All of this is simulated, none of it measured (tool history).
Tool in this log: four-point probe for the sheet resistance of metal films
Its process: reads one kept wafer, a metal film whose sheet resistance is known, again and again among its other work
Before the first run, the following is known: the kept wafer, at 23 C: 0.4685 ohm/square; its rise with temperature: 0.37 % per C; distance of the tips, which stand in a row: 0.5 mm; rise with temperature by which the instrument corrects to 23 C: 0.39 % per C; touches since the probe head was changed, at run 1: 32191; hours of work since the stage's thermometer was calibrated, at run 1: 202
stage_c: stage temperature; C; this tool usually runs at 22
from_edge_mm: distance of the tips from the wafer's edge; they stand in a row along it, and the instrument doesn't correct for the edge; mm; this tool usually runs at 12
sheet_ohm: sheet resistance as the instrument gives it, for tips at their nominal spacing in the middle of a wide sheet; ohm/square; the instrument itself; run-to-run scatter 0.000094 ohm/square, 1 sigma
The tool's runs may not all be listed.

run     day  stage_c  from_edge_mm  touches since the probe head was changed  hours of work since the stage's thermometer was calibrated  sheet_ohm
  1   0.000       22            12                                     32191                                                         202   0.466670
  2   0.929       22            12                                     32642                                                         213   0.466827
  3   1.325       22            12                                     32834                                                         217   0.466806
  4   1.833       22            41                                     33082                                                         223   0.466274
  5   2.354       19            41                                     33335                                                         229   0.466533
  6   3.162       19            41                                     33727                                                         238   0.466527
  7   4.008       22            12                                     34137                                                         248   0.466530
  8   4.454       22            12                                     34355                                                         253   0.466587
  9   5.250       22            12                                     34741                                                         262   0.466461
 10   6.033       22            12                                     35121                                                         271   0.466496
 11   6.858       22            12                                     35523                                                         280   0.466468
 12   7.679       22            12                                     35921                                                         289   0.466518
 13   8.625       22            12                                     36380                                                         300   0.466471
 14   9.279       33            12                                     36699                                                         307   0.465262
 15   9.779       33            12                                     36941                                                         313   0.465418
 16  10.379       34            12                                     37232                                                         320   0.465319
 17  11.129       33            12                                     37597                                                         328   0.465231
 18  12.008       22            12                                     38024                                                         338   0.466214
 19  12.550       22            12                                     38287                                                         344   0.466290
 20  13.117       22            12                                     38562                                                         351   0.466181
 21  13.700       22            12                                     38846                                                         357   0.466218
 22  14.138       19            31                                     39058                                                         362   0.466048
 23  14.854       34             8                                     39406                                                         371   0.465753
 24  15.433       22            44                                     39687                                                         377   0.465579
 25  15.929       30            20                                     39928                                                         383   0.465230
 26  16.371       19             9                                     40142                                                         388   0.466644
 27  16.792       19             4                                     40348                                                         393   0.469802
 28  17.608       30             6                                     40743                                                         402   0.466409
 29  18.258       30            20                                     41058                                                         409   0.464972
 30  18.779       33            35                                     41312                                                         415   0.464834
 31  19.588       23             4                                     41705                                                         424   0.469424
 32  20.392       23             4                                     42096                                                         433   0.469423
 33  21.333       31            21                                     42552                                                         444   0.464887
 34  22.250       31            21                                     42999                                                         454   0.464787
 35  22.779       31            54                                     43256                                                         460   0.464720

What if the next run were any one of these 3? Each begins from the tool's condition after run 35:
  A  23.254       26            14                                     43486                                                         466          ?
  B  23.254       24            12                                     43486                                                         466          ?
  C  23.254       30             9                                     43486                                                         466          ?

run  sheet_ohm
  A   0.465339
  B   0.465767
  C   0.465396
Without the tool's unlogged condition, the same runs would have read:
run  sheet_ohm
  A   0.468555
  B   0.468987
  C   0.468610
